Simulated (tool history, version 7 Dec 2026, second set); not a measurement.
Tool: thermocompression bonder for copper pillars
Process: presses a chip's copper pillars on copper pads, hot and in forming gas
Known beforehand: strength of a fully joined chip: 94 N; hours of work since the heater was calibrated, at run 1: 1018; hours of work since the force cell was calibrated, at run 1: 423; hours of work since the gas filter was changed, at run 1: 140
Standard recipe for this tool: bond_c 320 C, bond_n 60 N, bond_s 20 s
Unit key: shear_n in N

| run | day | bond_c | bond_n | bond_s | hours of work since the heater was calibrated | hours of work since the force cell was calibrated | hours of work since the gas filter was changed | shear_n |
|---|---|---|---|---|---|---|---|---|
| 1 | 0.000 | 320 | 60 | 20 | 1018 | 423 | 140 | 63.1 |
| 2 | 0.533 | 320 | 60 | 10 | 1024 | 430 | 147 | 52.1 |
| 3 | 1.133 | 320 | 60 | 20 | 1032 | 437 | 154 | 62.9 |
| 4 | 2.338 | 320 | 60 | 20 | 1047 | 452 | 169 | 62.7 |
|  | 2.971 | forming gas filter changed |
| 5 | 3.475 | 320 | 60 | 11 | 1060 | 466 | 6 | 56.1 |
| 6 | 4.400 | 320 | 60 | 20 | 1072 | 477 | 18 | 66.8 |
| 7 | 5.208 | 320 | 60 | 20 | 1082 | 487 | 28 | 66.1 |
| 8 | 6.446 | 320 | 60 | 47 | 1097 | 502 | 43 | 78.1 |
| 9 | 7.029 | 320 | 60 | 35 | 1104 | 509 | 50 | 75.1 |
| 10 | 7.721 | 320 | 60 | 35 | 1113 | 518 | 59 | 74.6 |
| 11 | 8.921 | 320 | 60 | 35 | 1127 | 533 | 73 | 73.3 |
| 12 | 9.792 | 303 | 38 | 27 | 1138 | 543 | 84 | 40.5 |
| 13 | 10.475 | 337 | 90 | 27 | 1147 | 552 | 93 | 86.5 |
| 14 | 11.129 | 337 | 90 | 27 | 1155 | 560 | 101 | 87.0 |
| 15 | 12.233 | 314 | 55 | 44 | 1168 | 574 | 114 | 70.7 |
| 16 | 13.150 | 326 | 60 | 20 | 1180 | 585 | 126 | 67.5 |
| 17 | 13.804 | 326 | 60 | 20 | 1188 | 593 | 134 | 66.4 |
| 18 | 14.521 | 320 | 55 | 59 | 1197 | 602 | 142 | 75.6 |

For each run, the measured value with the value that run would have given without the tool's hidden condition subtracted. The run-to-run variation is shared by both, the gauge scatter possibly not:
The tool's hidden condition here consists of: true temperature of the bond over the reading, C; force that reaches the chip, % of what is set; oxide that the forming gas leaves, % of the face; drift of the gauge itself on shear_n, %.
| run | shear_n |
|---|---|
| 1 | -0.5 |
| 2 | -0.1 |
| 3 | -0.7 |
| 4 | -1.1 |
| 5 | +2.7 |
| 6 | +2.5 |
| 7 | +2.3 |
| 8 | +1.2 |
| 9 | +1.4 |
| 10 | +1.3 |
| 11 | +0.9 |
| 12 | +1.7 |
| 13 | -1.6 |
| 14 | -1.9 |
| 15 | +0.3 |
| 16 | +0.3 |
| 17 | +0.1 |
| 18 | -1.2 |
